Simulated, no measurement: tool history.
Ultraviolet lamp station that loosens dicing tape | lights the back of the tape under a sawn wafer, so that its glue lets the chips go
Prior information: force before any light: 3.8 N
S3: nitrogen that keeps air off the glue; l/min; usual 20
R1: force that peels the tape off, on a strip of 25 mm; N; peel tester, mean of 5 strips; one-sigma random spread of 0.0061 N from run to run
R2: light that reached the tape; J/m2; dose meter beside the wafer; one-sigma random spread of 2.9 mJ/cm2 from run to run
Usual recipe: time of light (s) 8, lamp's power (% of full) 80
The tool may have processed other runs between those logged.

Run 1, hour 0: usual settings. Result: R1 0.227 N, R2 3570 J/m2.
Run 2, hour 44.9: usual settings but S3 38 l/min. Result: R1 0.19 N, R2 3480 J/m2.
Run 3, hour 106.4: usual settings but S3 38 l/min. Result: R1 0.213 N, R2 3360 J/m2.
Run 4, hour 167.1: usual settings but S3 38 l/min. Result: R1 0.23 N, R2 3250 J/m2.
Run 5, hour 215.6: usual settings. Result: R1 0.28 N, R2 3190 J/m2.
Run 6, hour 274.6: usual settings but lamp's power (% of full) 89. Result: R1 0.246 N, R2 3430 J/m2.
Run 7, hour 331.8: usual settings but lamp's power (% of full) 89. Result: R1 0.258 N, R2 3280 J/m2.
Run 8, hour 389.6: usual settings but lamp's power (% of full) 89. Result: R1 0.282 N, R2 3270 J/m2.
Run 9, hour 421.9: usual settings but lamp's power (% of full) 89. Result: R1 0.271 N, R2 3150 J/m2.
Run 10, hour 453: usual settings but lamp's power (% of full) 98. Result: R1 0.229 N, R2 3390 J/m2.
Run 11, hour 492.4: usual settings but S3 27 l/min. Result: R1 0.324 N, R2 2710 J/m2.
Run 12, hour 525.1: usual settings but S3 27 l/min. Result: R1 0.363 N, R2 2660 J/m2.
Run 13, hour 578: usual settings but time of light (s) 16, S3 27 l/min. Result: R1 0.106 N, R2 5240 J/m2.
At hour 583.7: window cleaned of glue's vapour.
Run 14, hour 643.3: usual settings. Result: R1 0.479 N, R2 2480 J/m2.
Run 15, hour 684.5: usual settings. Result: R1 0.495 N, R2 2400 J/m2.
Run 16, hour 726.3: usual settings. Result: R1 0.501 N, R2 2340 J/m2.
Run 17, hour 780.3: usual settings. Result: R1 0.544 N, R2 2270 J/m2.
Run 18, hour 840.3: usual settings. Result: R1 0.575 N, R2 2170 J/m2.
Run 19, hour 872.2: usual settings. Result: R1 0.622 N, R2 2150 J/m2.
Run 20, hour 919.3: usual settings. Result: R1 0.64 N, R2 2060 J/m2.
At hour 924: window cleaned of glue's vapour, once more.
Run 21, hour 978.1: usual settings. Result: R1 0.495 N, R2 2460 J/m2.
Run 22, hour 1033.2: usual settings but time of light (s) 4, lamp's power (% of full) 92. Result: R1 1.103 N, R2 1310 J/m2.
Run 23, hour 1073.3: usual settings but S3 6 l/min. Result: R1 0.817 N, R2 2350 J/m2.
At hour 1131.8: lamp changed.
Run 24, hour 1138.3: usual settings but lamp's power (% of full) 65. Result: R1 0.276 N, R2 3120 J/m2.
Run 25, hour 1188.2: usual settings but lamp's power (% of full) 67, S3 9 l/min. Result: R1 0.406 N, R2 3140 J/m2.
Run 26, hour 1230.5: usual settings but lamp's power (% of full) 67, S3 9 l/min. Result: R1 0.4 N, R2 3080 J/m2.
Run 27, hour 1276.4: usual settings but time of light (s) 13, lamp's power (% of full) 89. Result: R1 0.086 N, R2 6480 J/m2.
Run 28, hour 1329.1: usual settings but lamp's power (% of full) 77, S3 24 l/min. Result: R1 0.24 N, R2 3440 J/m2.
Run 29, hour 1363: usual settings but lamp's power (% of full) 77, S3 24 l/min. Result: R1 0.236 N, R2 3310 J/m2.
Run 30, hour 1398.3: usual settings but lamp's power (% of full) 77, S3 24 l/min. Result: R1 0.256 N, R2 3310 J/m2.
Run 31, hour 1426.3: usual settings but lamp's power (% of full) 77, S3 24 l/min. Result: R1 0.25 N, R2 3240 J/m2.
Run 32, hour 1452.9: usual settings but time of light (s) 7, lamp's power (% of full) 92, S3 15 l/min. Result: R1 0.283 N, R2 3350 J/m2.
Run 33, hour 1518: usual settings but time of light (s) 6, lamp's power (% of full) 77. Result: R1 0.524 N, R2 2300 J/m2.
Run 34, hour 1552.7: usual settings but time of light (s) 5, lamp's power (% of full) 87. Result: R1 0.623 N, R2 2130 J/m2.
Run 35, hour 1607.6: usual settings but time of light (s) 6, S3 39 l/min. Result: R1 0.461 N, R2 2270 J/m2.
Run 36, hour 1658.3: usual settings but time of light (s) 6, S3 39 l/min. Result: R1 0.474 N, R2 2230 J/m2.
Run 37, hour 1686.1: usual settings but time of light (s) 10, lamp's power (% of full) 86. Result: R1 0.18 N, R2 3940 J/m2.
Run 38, hour 1751.3: usual settings but time of light (s) 10, lamp's power (% of full) 63, S3 11 l/min. Result: R1 0.476 N, R2 2750 J/m2.

4 ways to go on from here, each from the tool as it stands after run 38. What would each give?
At hour 1799.5: window cleaned of glue's vapour.
Run A, hour 1802.3: usual settings but time of light (s) 12, lamp's power (% of full) 73, S3 33 l/min. Result: R1 ?, R2 ?.
At hour 1799.5: window cleaned of glue's vapour.
Run B, hour 1802.3: usual settings but time of light (s) 10, lamp's power (% of full) 67, S3 16 l/min. Result: R1 ?, R2 ?.
At hour 1799.5: window cleaned of glue's vapour.
Run C, hour 1802.3: usual settings but time of light (s) 10, lamp's power (% of full) 63, S3 28 l/min. Result: R1 ?, R2 ?.
At hour 1799.5: window cleaned of glue's vapour.
Run D, hour 1802.3: usual settings but time of light (s) 11, lamp's power (% of full) 88, S3 35 l/min. Result: R1 ?, R2 ?.

run     R1    R2
  A  0.131  4380
  B  0.262  3400
  C  0.238  3200
  D  0.123  4850
With the hidden condition removed and each run's random variation left untouched, the same runs would have given:
run     R1    R2
  A    0.1  5540
  B  0.159  4300
  C  0.147  4040
  D  0.103  6130
